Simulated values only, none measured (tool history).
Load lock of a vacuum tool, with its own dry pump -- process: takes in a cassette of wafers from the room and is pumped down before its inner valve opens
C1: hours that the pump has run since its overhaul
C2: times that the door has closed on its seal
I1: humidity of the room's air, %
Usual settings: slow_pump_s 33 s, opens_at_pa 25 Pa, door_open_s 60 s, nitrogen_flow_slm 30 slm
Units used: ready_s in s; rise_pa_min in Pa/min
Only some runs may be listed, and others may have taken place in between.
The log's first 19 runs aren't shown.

Run 20, hour 5255.8: usual settings but slow_pump_s 24 s, opens_at_pa 40 Pa, door_open_s 65 s, nitrogen_flow_slm 12 slm; C1 17496; C2 7687; I1 44.8. Result: ready_s 52.5 s, rise_pa_min 0.158 Pa/min.
Run 21, hour 5528.3: usual settings but opens_at_pa 46 Pa, nitrogen_flow_slm 17 slm; C1 17769; C2 8139; I1 43.0. Result: ready_s 58.2 s, rise_pa_min 0.156 Pa/min.
Run 22, hour 5810.6: usual settings but opens_at_pa 46 Pa, nitrogen_flow_slm 17 slm; C1 18051; C2 8608; I1 45.4. Result: ready_s 59.0 s, rise_pa_min 0.161 Pa/min.
Run 23, hour 6135.6: usual settings but opens_at_pa 46 Pa, nitrogen_flow_slm 7 slm; C1 18376; C2 9148; I1 45.6. Result: ready_s 59.6 s, rise_pa_min 0.191 Pa/min.
Run 24, hour 6417.1: usual settings but slow_pump_s 53 s, opens_at_pa 38 Pa, door_open_s 153 s, nitrogen_flow_slm 7 slm; C1 18657; C2 9615; I1 47.1. Result: ready_s 76.2 s, rise_pa_min 0.248 Pa/min.
Run 25, hour 6816.2: usual settings but slow_pump_s 32 s, opens_at_pa 21 Pa, nitrogen_flow_slm 7 slm; C1 19057; C2 10277; I1 44.4. Result: ready_s 61.7 s, rise_pa_min 0.209 Pa/min.
Run 26, hour 7043.3: usual settings but door_open_s 215 s, nitrogen_flow_slm 6 slm; C1 19284; C2 10654; I1 45.1. Result: ready_s 62.1 s, rise_pa_min 0.291 Pa/min.
Run 27, hour 7390.5: usual settings but opens_at_pa 23 Pa, door_open_s 59 s, nitrogen_flow_slm 28 slm; C1 19631; C2 11231; I1 42.4. Result: ready_s 63.0 s, rise_pa_min 0.198 Pa/min.
Run 28, hour 7633.6: usual settings but opens_at_pa 23 Pa, door_open_s 59 s, nitrogen_flow_slm 28 slm; C1 19874; C2 11634; I1 47.8. Result: ready_s 63.9 s, rise_pa_min 0.210 Pa/min.
Run 29, hour 7960.9: usual settings but slow_pump_s 56 s, opens_at_pa 43 Pa; C1 20201; C2 12177; I1 45.4. Result: ready_s 78.3 s, rise_pa_min 0.215 Pa/min.
Run 30, hour 8162.3: usual settings but slow_pump_s 32 s; C1 20403; C2 12512; I1 42.4. Result: ready_s 62.9 s, rise_pa_min 0.222 Pa/min.
Run 31, hour 8326.1: usual settings but opens_at_pa 21 Pa, door_open_s 63 s, nitrogen_flow_slm 13 slm; C1 20567; C2 12784; I1 44.6. Result: ready_s 63.7 s, rise_pa_min 0.255 Pa/min.
Run 32, hour 8512.1: usual settings but slow_pump_s 22 s, opens_at_pa 21 Pa, door_open_s 63 s, nitrogen_flow_slm 15 slm; C1 20753; C2 13092; I1 44.9. Result: ready_s 56.2 s, rise_pa_min 0.246 Pa/min.
Run 33, hour 8680.0: usual settings but slow_pump_s 34 s, opens_at_pa 36 Pa, door_open_s 65 s, nitrogen_flow_slm 5 slm; C1 20920; C2 13371; I1 42.9. Result: ready_s 62.8 s, rise_pa_min 0.279 Pa/min.
Run 34, hour 8957.7: usual settings but slow_pump_s 36 s, door_open_s 63 s; C1 21198; C2 13832; I1 44.5. Result: ready_s 65.3 s, rise_pa_min 0.261 Pa/min.
Run 35, hour 9149.6: usual settings but slow_pump_s 26 s, door_open_s 63 s; C1 21390; C2 14151; I1 45.5. Result: ready_s 58.2 s, rise_pa_min 0.264 Pa/min.
Run 36, hour 9508.9: usual settings but slow_pump_s 26 s, door_open_s 63 s; C1 21749; C2 14747; I1 45.1. Result: ready_s 58.3 s, rise_pa_min 0.275 Pa/min.

4 options for the next run, each taken on its own from the tool as it stands now. Forecast them:
Run A, hour 9742.0: usual settings but slow_pump_s 26 s, door_open_s 200 s, nitrogen_flow_slm 25 slm; C1 21982; C2 15134; I1 42.8. Result: ready_s ?, rise_pa_min ?.
Run B, hour 9742.0: usual settings but slow_pump_s 26 s, door_open_s 134 s, nitrogen_flow_slm 20 slm; C1 21982; C2 15134; I1 47.2. Result: ready_s ?, rise_pa_min ?.
Run C, hour 9742.0: usual settings but slow_pump_s 50 s, opens_at_pa 29 Pa; C1 21982; C2 15134; I1 43.0. Result: ready_s ?, rise_pa_min ?.
Run D, hour 9742.0: usual settings but slow_pump_s 26 s, opens_at_pa 21 Pa, door_open_s 63 s; C1 21982; C2 15134; I1 44.4. Result: ready_s ?, rise_pa_min ?.

run  ready_s  rise_pa_min
  A     58.6        0.336
  B     57.9        0.320
  C     76.4        0.280
  D     59.3        0.292
Had the tool no hidden state, the same runs would have come out as:
run  ready_s  rise_pa_min
  A     50.3        0.096
  B     49.7        0.085
  C     69.6        0.044
  D     50.8        0.054
